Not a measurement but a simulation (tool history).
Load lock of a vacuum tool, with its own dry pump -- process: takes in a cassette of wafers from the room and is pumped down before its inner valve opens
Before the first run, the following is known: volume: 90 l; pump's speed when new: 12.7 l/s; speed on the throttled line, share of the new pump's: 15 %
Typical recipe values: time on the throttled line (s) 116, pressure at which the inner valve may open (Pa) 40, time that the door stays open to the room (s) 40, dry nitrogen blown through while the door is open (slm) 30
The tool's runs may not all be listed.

| run | hour | time on the throttled line (s) | pressure at which the inner valve may open (Pa) | time that the door stays open to the room (s) | dry nitrogen blown through while the door is open (slm) | incoming humidity of the room's air, % | time from the closed door until the inner valve may open (s) | rise of the pressure with all valves shut (Pa/min) |
|---|---|---|---|---|---|---|---|---|
| 1 | 0 | 116 | 40 | 40 | 30 | 43.3 | 152.7 | 0.276 |
| 2 | 614.8 | 116 | 40 | 36 | 30 | 47.3 | 156 | 0.302 |
| 3 | 1087.7 | 116 | 40 | 36 | 30 | 45.3 | 155.6 | 0.314 |
| 4 | 1721.8 | 116 | 40 | 36 | 30 | 44.3 | 154.4 | 0.337 |
| 5 | 2264.4 | 116 | 40 | 40 | 9 | 44.9 | 156.1 | 0.371 |
| 6 | 2950.2 | 89 | 40 | 40 | 30 | 47.9 | 131.7 | 0.405 |
| 7 | 3311.9 | 89 | 40 | 40 | 30 | 43.4 | 132.2 | 0.412 |
| 8 | 3914.5 | 89 | 40 | 40 | 30 | 44.6 | 133.8 | 0.435 |
| 9 | 4198 | 116 | 40 | 40 | 30 | 43.1 | 155.3 | 0.437 |
| 10 | 4662 | 116 | 40 | 40 | 30 | 44.7 | 156.9 | 0.478 |
| 11 | 5317 | 116 | 40 | 40 | 30 | 43 | 157.2 | 0.515 |
| 12 | 5646.9 | 116 | 40 | 40 | 30 | 45 | 159.2 | 0.52 |
|  | 5899.5 | door's seal changed, seat wiped |
| 13 | 6101 | 184 | 40 | 40 | 30 | 43.5 | 215.4 | 0.022 |
| 14 | 6413.5 | 116 | 40 | 40 | 17 | 42.4 | 157.2 | 0.023 |
| 15 | 6761.2 | 116 | 40 | 40 | 30 | 45.8 | 159.4 | 0.029 |
| 16 | 7207.7 | 116 | 40 | 40 | 30 | 42.2 | 158.4 | 0.036 |
| 17 | 7681 | 116 | 40 | 40 | 30 | 44 | 158.1 | 0.037 |
| 18 | 7980.6 | 116 | 40 | 40 | 30 | 46.7 | 160.3 | 0.038 |
| 19 | 8614.9 | 116 | 37 | 40 | 30 | 44.4 | 160.1 | 0.056 |
| 20 | 9165.6 | 210 | 79 | 79 | 30 | 42.9 | 230.7 | 0.067 |
| 21 | 9577.2 | 210 | 79 | 161 | 14 | 42.7 | 232.2 | 0.091 |
| 22 | 10261.7 | 116 | 40 | 25 | 30 | 42.2 | 162.4 | 0.08 |
| 23 | 10587.2 | 116 | 40 | 25 | 30 | 44.1 | 163 | 0.083 |
| 24 | 11125.9 | 116 | 40 | 25 | 30 | 44.9 | 163 | 0.1 |
| 25 | 11769.8 | 116 | 49 | 40 | 30 | 44.1 | 163.9 | 0.108 |
| 26 | 12137.4 | 116 | 49 | 40 | 30 | 43.4 | 162.4 | 0.123 |
| 27 | 12603.9 | 60 | 41 | 40 | 30 | 44.4 | 118.4 | 0.126 |
| 28 | 13069.5 | 60 | 41 | 40 | 30 | 43.4 | 120 | 0.141 |
| 29 | 13749.9 | 199 | 40 | 40 | 30 | 42.8 | 234.9 | 0.162 |
|  | 14449.8 | dry pump taken out, an overhauled one fitted |
| 30 | 14449.8 | 199 | 40 | 40 | 30 | 43.3 | 224.5 | 0.18 |
| 31 | 14852 | 199 | 40 | 40 | 30 | 45.4 | 223.4 | 0.195 |
| 32 | 15226.7 | 71 | 40 | 40 | 13 | 44.8 | 117 | 0.209 |

Estimate the outcome of run 33 from the log above:
| 33 | 15850.6 | 71 | 40 | 40 | 13 | 43.9 | ? | ? |

{"run 33": {"time from the closed door until the inner valve may open (s)": 117.2, "rise of the pressure with all valves shut (Pa/min)": 0.236}}
Minus the tool's unlogged condition, the same run would have read time from the closed door until the inner valve may open (s) 115.7, rise of the pressure with all valves shut (Pa/min) 0.026.
